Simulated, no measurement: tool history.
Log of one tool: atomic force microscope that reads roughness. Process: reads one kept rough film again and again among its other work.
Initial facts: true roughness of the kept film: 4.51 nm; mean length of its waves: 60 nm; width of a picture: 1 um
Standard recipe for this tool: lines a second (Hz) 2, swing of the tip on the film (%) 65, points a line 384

run    hour  lines a second (Hz)  swing of the tip on the film (%)  points a line  roughness of the kept film (nm (root mean square))
  1       0                    2                                65            384                                               4.156
  2    31.3                    2                                65            384                                               4.144
  3      95                    2                                65            384                                               4.107
  4   162.1                    2                                65            384                                               4.074
      172.6  -- new tip fitted
  5   205.2                 0.98                                65            384                                               4.283
  6   248.8                 0.98                                65            384                                                4.26
  7     285                  0.6                                65            384                                               4.275
  8   328.8                  0.6                                65            384                                                4.27
  9   367.8                    2                                65            384                                               4.085
      391.1  -- new tip fitted
 10   400.4                    2                                65            384                                               4.201
 11   464.7                    2                                65            384                                               4.168
 12   510.7                    2                                65            384                                               4.086
 13   572.6                    2                                65            384                                               4.093
      606.1  -- new tip fitted
 14   610.4                    2                                65            279                                               4.194
 15   650.6                    2                                65            279                                               4.158
 16   694.7                    2                                65            279                                                4.14
 17     765                 0.55                                65            384                                               4.256
 18   795.2                 0.67                                65            384                                               4.241
      824.3  -- new tip fitted
 19   824.4                 1.01                                65            384                                               4.338
 20   869.7                 1.01                                65            384                                               4.286
 21   933.2                  1.8                                65            384                                               4.185
 22   982.3                  1.8                                65            384                                               4.133
     1040.1  -- new tip fitted
 23  1042.8                 0.63                                65            384                                               4.386
 24  1086.1                 0.63                                65            384                                               4.349
 25    1115                 0.63                                65            384                                               4.353
 26  1161.7                    2                                65            384                                                4.17
 27    1229                 2.32                                79            384                                               3.766
     1257.2  -- new tip fitted
 28  1285.4                 2.55                                58            597                                               4.266
 29  1346.9                 2.88                                82           1017                                               3.646
 30  1402.9                 0.53                                71            367                                               4.272
 31  1459.2                 0.53                                71            367                                               4.218
     1474.1  -- new tip fitted
 32  1505.1                 0.77                                65            284                                               4.383
 33  1536.5                 3.88                                67            611                                               3.932
 34  1598.7                 1.49                                65            276                                               4.213
 35  1656.9                 1.49                                65            276                                               4.197
     1690.2  -- new tip fitted
 36  1694.4                 2.17                                57            367                                               4.307
 37  1722.9                 3.84                                88            257                                               3.276
 38  1772.8                 3.84                                86            891                                               3.316
 39  1817.4                 0.56                                82            334                                               4.234
 40  1870.7                 0.66                                88            624                                               4.131
     1907.5  -- new tip fitted
 41  1922.8                 0.51                                57            632                                               4.439
 42  1956.3                 0.51                                57            632                                               4.416
 43    2027                 0.51                                57            632                                               4.374
 44  2085.1                 0.59                                66            482                                               4.309
 45  2119.3                 0.59                                66            482                                               4.302
     2125.3  -- new tip fitted
 46  2179.9                 0.59                                66            482                                               4.413
 47  2243.5                    1                                65            273                                               4.284
 48  2292.1                 0.85                                90            273                                               4.036
     2341.2  -- new tip fitted
 49  2341.9                 0.85                                90            273                                               4.159
 50  2374.5                 0.85                                90            273                                               4.111
 51  2422.8                    2                                65            282                                               4.223
 52  2458.1                    2                                65            282                                                4.24

A few steps of roughness of the kept film (nm (root mean square)) between consecutive runs. Split each: what settings, incoming material and random variation would produce without the hidden state, and what is left over for the hidden state, along with gauge scatter present in only one of the two compared results (measured, and without hidden state):
The hidden state here: radius of the tip, nm; height scale over the true one, %; drift of the gauge itself on roughness_nm, %.
Run 9 -> 10: new tip fitted. roughness of the kept film (nm (root mean square)) +0.116: hidden state +0.119, all else -0.003.
Run 13 -> 14: points a line 384 -> 279, new tip fitted. roughness of the kept film (nm (root mean square)) +0.101: hidden state +0.116, all else -0.015.
Run 18 -> 19: lines a second (Hz) 0.67 -> 1.01, new tip fitted. roughness of the kept film (nm (root mean square)) +0.097: hidden state +0.125, all else -0.028.
Run 29 -> 30: lines a second (Hz) 2.88 -> 0.53, swing of the tip on the film (%) 82 -> 71, points a line 1017 -> 367. roughness of the kept film (nm (root mean square)) +0.626: hidden state -0.029, all else +0.655.
Run 36 -> 37: lines a second (Hz) 2.17 -> 3.84, swing of the tip on the film (%) 57 -> 88, points a line 367 -> 257. roughness of the kept film (nm (root mean square)) -1.031: hidden state -0.034, all else -0.997.
Run 38 -> 39: lines a second (Hz) 3.84 -> 0.56, swing of the tip on the film (%) 86 -> 82, points a line 891 -> 334. roughness of the kept film (nm (root mean square)) +0.918: hidden state -0.016, all else +0.934.
